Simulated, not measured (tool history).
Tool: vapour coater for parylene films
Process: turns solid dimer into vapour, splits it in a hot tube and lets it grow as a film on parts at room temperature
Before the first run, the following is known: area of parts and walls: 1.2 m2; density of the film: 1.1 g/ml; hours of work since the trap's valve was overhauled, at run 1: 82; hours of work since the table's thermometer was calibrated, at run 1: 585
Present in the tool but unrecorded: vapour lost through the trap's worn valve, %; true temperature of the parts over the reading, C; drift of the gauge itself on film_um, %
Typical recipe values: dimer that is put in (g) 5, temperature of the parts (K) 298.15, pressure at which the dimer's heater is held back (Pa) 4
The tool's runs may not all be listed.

run    hour  dimer that is put in (g)  temperature of the parts (K)  pressure at which the dimer's heater is held back (Pa)  hours of work since the trap's valve was overhauled  hours of work since the table's thermometer was calibrated  thickness of the film (µm)
  1       0                         5                        298.15                                                       4                                                   82                                                         585                        1.95
  2    28.7                         5                        298.15                                                       4                                                  101                                                         605                        1.92
  3    67.7                         5                        298.15                                                    2.91                                                  128                                                         632                        2.05
  4    89.3                         5                        298.15                                                    2.91                                                  143                                                         647                        2.01
  5   123.5                         5                        298.15                                                    2.91                                                  167                                                         671                        1.98
  6   166.2                         9                        298.15                                                       4                                                  196                                                         700                        3.41
  7   206.2                         5                        295.15                                                       4                                                  224                                                         728                        2.03
  8     242                         5                        298.15                                                       4                                                  249                                                         753                        1.88
  9   282.8                         5                        298.15                                                       4                                                  277                                                         781                        1.91
 10     312                         5                        298.15                                                       4                                                  297                                                         801                         1.9
 11   355.7                         5                        298.15                                                       4                                                  327                                                         831                        1.92
      383.4  -- trap's valve overhauled
 12   388.8                         5                        298.15                                                       4                                                    4                                                         851                         1.9
 13   422.1                         2                        298.15                                                       4                                                   27                                                         874                        0.73
 14   455.7                         2                        298.15                                                       4                                                   50                                                         898                        0.76
 15   499.1                         2                        298.15                                                       4                                                   80                                                         928                        0.81
 16   528.7                         2                        298.15                                                       4                                                  100                                                         948                        0.77
 17   547.8                         2                        298.15                                                       4                                                  114                                                         961                        0.73
 18   588.2                         2                        298.15                                                       4                                                  142                                                         989                        0.77
 19   626.5                         5                        298.15                                                       4                                                  168                                                        1016                        1.93
 20     655                         5                        298.15                                                       4                                                  188                                                        1035                        1.87
 21   674.4                         5                        298.15                                                       4                                                  201                                                        1049                        1.87
 22   713.7                         3                        298.15                                                       4                                                  228                                                        1076                        1.12
 23   743.5                         3                        298.15                                                       4                                                  249                                                        1096                        1.14
 24     789                         3                        298.15                                                       4                                                  280                                                        1128                        1.15
 25   833.9                         4                        305.15                                                    5.81                                                  311                                                        1159                        1.26
 26   865.6                         3                        292.15                                                   10.04                                                  333                                                        1181                         1.1
      883.1  -- trap's valve overhauled
 27   891.7                         3                        291.15                                                   10.04                                                    6                                                        1196                        1.13
 28   915.8                         6                        297.15                                                       4                                                   23                                                        1213                        2.33
 29   952.7                         6                        297.15                                                       4                                                   48                                                        1238                        2.38
 30   982.3                         5                        292.15                                                    2.12                                                   69                                                        1259                        2.44
 31  1000.9                         5                        292.15                                                    2.12                                                   81                                                        1272                        2.39
 32  1029.7                         6                        300.15                                                       4                                                  101                                                        1292                        2.21
 33  1071.5                         2                        306.15                                                    5.52                                                  130                                                        1320                        0.62
 34  1105.8                         2                        306.15                                                    5.52                                                  154                                                        1344                         0.6
 35  1133.9                         2                        306.15                                                    5.52                                                  173                                                        1364                        0.59
 36  1175.9                         2                        306.15                                                    5.52                                                  202                                                        1393                         0.6
 37  1218.9                         3                        298.15                                                    6.01                                                  232                                                        1422                        1.03
 38  1261.4                         3                        292.15                                                   11.34                                                  261                                                        1452                         1.1
 39    1296                         3                        292.15                                                   11.34                                                  285                                                        1476                        1.11
 40  1326.2                         3                        292.15                                                   11.34                                                  306                                                        1496                        1.05
 41    1359                         6                        300.15                                                     2.2                                                  329                                                        1519                        2.43
     1381.6  -- trap's valve overhauled
 42  1382.5                         5                        293.15                                                    7.75                                                    1                                                        1533                        1.92
 43  1422.4                         4                        293.15                                                    4.96                                                   28                                                        1560                        1.64

Run 44 has not been measured yet. What should we expect?
 44  1448.6                         5                        298.15                                                     2.1                                                   46                                                        1578                           ?

{"run 44": {"thickness of the film (µm)": 2.11}}
With the hidden condition absent and the run-to-run variation left alone, this run would have shown thickness of the film (µm) 2.11.

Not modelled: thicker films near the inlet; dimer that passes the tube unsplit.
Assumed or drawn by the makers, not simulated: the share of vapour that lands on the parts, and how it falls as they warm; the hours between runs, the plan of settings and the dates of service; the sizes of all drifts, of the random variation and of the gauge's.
